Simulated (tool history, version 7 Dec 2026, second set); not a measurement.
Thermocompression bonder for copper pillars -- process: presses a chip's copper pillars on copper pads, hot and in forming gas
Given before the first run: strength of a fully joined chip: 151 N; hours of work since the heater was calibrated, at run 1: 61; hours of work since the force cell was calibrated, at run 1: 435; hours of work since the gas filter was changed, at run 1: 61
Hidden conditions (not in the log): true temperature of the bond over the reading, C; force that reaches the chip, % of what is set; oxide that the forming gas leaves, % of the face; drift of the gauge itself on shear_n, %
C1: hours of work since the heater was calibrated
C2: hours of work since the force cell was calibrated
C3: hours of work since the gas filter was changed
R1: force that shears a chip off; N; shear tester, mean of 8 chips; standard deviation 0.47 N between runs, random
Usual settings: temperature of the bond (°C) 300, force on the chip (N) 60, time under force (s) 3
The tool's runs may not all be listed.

run 1 hour=0 | temperature_of_the_bond_(°C)=300 force_on_the_chip_(N)=60 time_under_force_(s)=3 | C1=61 C2=435 C3=61 | R1=68.5
run 2 hour=7.9 | temperature_of_the_bond_(°C)=300 force_on_the_chip_(N)=80 time_under_force_(s)=3 | C1=64 C2=439 C3=64 | R1=90.3
run 3 hour=18.8 | temperature_of_the_bond_(°C)=300 force_on_the_chip_(N)=80 time_under_force_(s)=3 | C1=70 C2=444 C3=70 | R1=90.1
run 4 hour=25.4 | temperature_of_the_bond_(°C)=300 force_on_the_chip_(N)=80 time_under_force_(s)=3 | C1=73 C2=448 C3=73 | R1=89.7
run 5 hour=30.4 | temperature_of_the_bond_(°C)=300 force_on_the_chip_(N)=80 time_under_force_(s)=3 | C1=75 C2=450 C3=75 | R1=91.6
run 6 hour=35.7 | temperature_of_the_bond_(°C)=300 force_on_the_chip_(N)=80 time_under_force_(s)=3 | C1=78 C2=452 C3=78 | R1=90.2
run 7 hour=45.7 | temperature_of_the_bond_(°C)=300 force_on_the_chip_(N)=80 time_under_force_(s)=3 | C1=83 C2=457 C3=83 | R1=89.5
run 8 hour=51.7 | temperature_of_the_bond_(°C)=300 force_on_the_chip_(N)=80 time_under_force_(s)=3 | C1=86 C2=460 C3=86 | R1=89.6
run 9 hour=60.1 | temperature_of_the_bond_(°C)=300 force_on_the_chip_(N)=80 time_under_force_(s)=3 | C1=90 C2=464 C3=90 | R1=89.9
run 10 hour=67.3 | temperature_of_the_bond_(°C)=300 force_on_the_chip_(N)=80 time_under_force_(s)=3 | C1=93 C2=468 C3=93 | R1=89.3
run 11 hour=76.8 | temperature_of_the_bond_(°C)=300 force_on_the_chip_(N)=65 time_under_force_(s)=3 | C1=98 C2=472 C3=98 | R1=74.1
run 12 hour=82.7 | temperature_of_the_bond_(°C)=300 force_on_the_chip_(N)=65 time_under_force_(s)=3 | C1=100 C2=475 C3=100 | R1=73.6
run 13 hour=93.5 | temperature_of_the_bond_(°C)=300 force_on_the_chip_(N)=65 time_under_force_(s)=3 | C1=106 C2=480 C3=106 | R1=73.6
run 14 hour=103.2 | temperature_of_the_bond_(°C)=300 force_on_the_chip_(N)=65 time_under_force_(s)=3 | C1=110 C2=485 C3=110 | R1=73.5
-- hour=107.5 forming gas filter changed
run 15 hour=109.2 | temperature_of_the_bond_(°C)=300 force_on_the_chip_(N)=65 time_under_force_(s)=3 | C1=113 C2=488 C3=1 | R1=77.1
run 16 hour=116.8 | temperature_of_the_bond_(°C)=300 force_on_the_chip_(N)=65 time_under_force_(s)=3 | C1=117 C2=491 C3=4 | R1=76.2
run 17 hour=127.6 | temperature_of_the_bond_(°C)=300 force_on_the_chip_(N)=65 time_under_force_(s)=3 | C1=122 C2=496 C3=10 | R1=76.7
run 18 hour=137.7 | temperature_of_the_bond_(°C)=300 force_on_the_chip_(N)=65 time_under_force_(s)=3 | C1=127 C2=501 C3=15 | R1=76.2
run 19 hour=145.9 | temperature_of_the_bond_(°C)=300 force_on_the_chip_(N)=84 time_under_force_(s)=3 | C1=131 C2=505 C3=18 | R1=97.4
run 20 hour=155.9 | temperature_of_the_bond_(°C)=300 force_on_the_chip_(N)=84 time_under_force_(s)=3 | C1=135 C2=510 C3=23 | R1=97
run 21 hour=162.7 | temperature_of_the_bond_(°C)=300 force_on_the_chip_(N)=84 time_under_force_(s)=3 | C1=139 C2=513 C3=27 | R1=95.3

The next listed run, before its measurement:
run 22 hour=168.6 | temperature_of_the_bond_(°C)=299 force_on_the_chip_(N)=60 time_under_force_(s)=2 | C1=142 C2=516 C3=29 | R1=?

Run 22 produced R1 59.4 N.
If the tool had no hidden condition, the same run with the same run-to-run variation would have returned R1 60.2 N.
